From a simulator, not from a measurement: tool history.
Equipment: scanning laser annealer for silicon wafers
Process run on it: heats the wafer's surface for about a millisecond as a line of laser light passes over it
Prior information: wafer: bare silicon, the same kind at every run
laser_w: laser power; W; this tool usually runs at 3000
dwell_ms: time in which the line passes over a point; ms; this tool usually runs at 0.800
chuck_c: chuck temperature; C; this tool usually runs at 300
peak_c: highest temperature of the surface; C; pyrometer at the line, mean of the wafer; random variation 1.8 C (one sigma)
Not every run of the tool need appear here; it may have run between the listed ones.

{"run": 1, "day": 0.0, "laser_w": 3000, "dwell_ms": 0.8, "chuck_c": 300, "peak_c": 1067}
{"run": 2, "day": 1.246, "laser_w": 3000, "dwell_ms": 0.8, "chuck_c": 300, "peak_c": 1071}
{"run": 3, "day": 2.283, "laser_w": 3000, "dwell_ms": 0.8, "chuck_c": 300, "peak_c": 1065}
{"run": 4, "day": 4.258, "laser_w": 3000, "dwell_ms": 0.8, "chuck_c": 300, "peak_c": 1065}
{"run": 5, "day": 6.175, "laser_w": 3000, "dwell_ms": 0.8, "chuck_c": 300, "peak_c": 1066}
{"run": 6, "day": 7.392, "laser_w": 3000, "dwell_ms": 0.8, "chuck_c": 300, "peak_c": 1064}
{"run": 7, "day": 8.942, "laser_w": 3000, "dwell_ms": 0.8, "chuck_c": 300, "peak_c": 1065}
{"run": 8, "day": 10.271, "laser_w": 3000, "dwell_ms": 0.8, "chuck_c": 300, "peak_c": 1062}
{"run": 9, "day": 11.979, "laser_w": 3000, "dwell_ms": 0.8, "chuck_c": 300, "peak_c": 1062}
{"run": 10, "day": 13.233, "laser_w": 3000, "dwell_ms": 0.8, "chuck_c": 300, "peak_c": 1065}
{"run": 11, "day": 14.167, "laser_w": 3000, "dwell_ms": 0.8, "chuck_c": 300, "peak_c": 1064}
{"run": 12, "day": 15.142, "laser_w": 3000, "dwell_ms": 0.8, "chuck_c": 300, "peak_c": 1066}
{"run": 13, "day": 17.004, "laser_w": 3082, "dwell_ms": 0.8, "chuck_c": 300, "peak_c": 1086}
{"run": 14, "day": 17.988, "laser_w": 3014, "dwell_ms": 0.8, "chuck_c": 300, "peak_c": 1066}
{"run": 15, "day": 19.754, "laser_w": 3014, "dwell_ms": 0.8, "chuck_c": 300, "peak_c": 1063}
{"run": 16, "day": 20.662, "laser_w": 2616, "dwell_ms": 0.821, "chuck_c": 331, "peak_c": 985}
{"run": 17, "day": 21.775, "laser_w": 2616, "dwell_ms": 0.821, "chuck_c": 331, "peak_c": 984}
{"run": 18, "day": 22.921, "laser_w": 2616, "dwell_ms": 0.821, "chuck_c": 331, "peak_c": 983}
{"run": 19, "day": 24.071, "laser_w": 3168, "dwell_ms": 0.84, "chuck_c": 291, "peak_c": 1120}
{"day": 25.529, "done": "window over the wafer cleaned"}
{"run": 20, "day": 25.688, "laser_w": 3000, "dwell_ms": 0.8, "chuck_c": 338, "peak_c": 1115}
{"run": 21, "day": 26.996, "laser_w": 3256, "dwell_ms": 0.593, "chuck_c": 319, "peak_c": 1064}
{"run": 22, "day": 28.954, "laser_w": 3256, "dwell_ms": 0.593, "chuck_c": 319, "peak_c": 1060}
{"day": 29.8, "done": "optics aligned, line set to its width"}
{"run": 23, "day": 30.558, "laser_w": 2834, "dwell_ms": 0.8, "chuck_c": 316, "peak_c": 1049}
{"run": 24, "day": 32.5, "laser_w": 2973, "dwell_ms": 0.8, "chuck_c": 338, "peak_c": 1116}
{"run": 25, "day": 34.046, "laser_w": 3276, "dwell_ms": 0.843, "chuck_c": 331, "peak_c": 1229}
{"run": 26, "day": 35.358, "laser_w": 2997, "dwell_ms": 0.785, "chuck_c": 300, "peak_c": 1080}

Run 27 is up next; what results do you expect?
{"run": 27, "day": 37.346, "laser_w": 2997, "dwell_ms": 0.785, "chuck_c": 300, "peak_c": "?"}

{"run 27": {"peak_c": 1080}}
On a tool with no hidden condition, and with the same random variation, this run would have come out at peak_c 1085 C.

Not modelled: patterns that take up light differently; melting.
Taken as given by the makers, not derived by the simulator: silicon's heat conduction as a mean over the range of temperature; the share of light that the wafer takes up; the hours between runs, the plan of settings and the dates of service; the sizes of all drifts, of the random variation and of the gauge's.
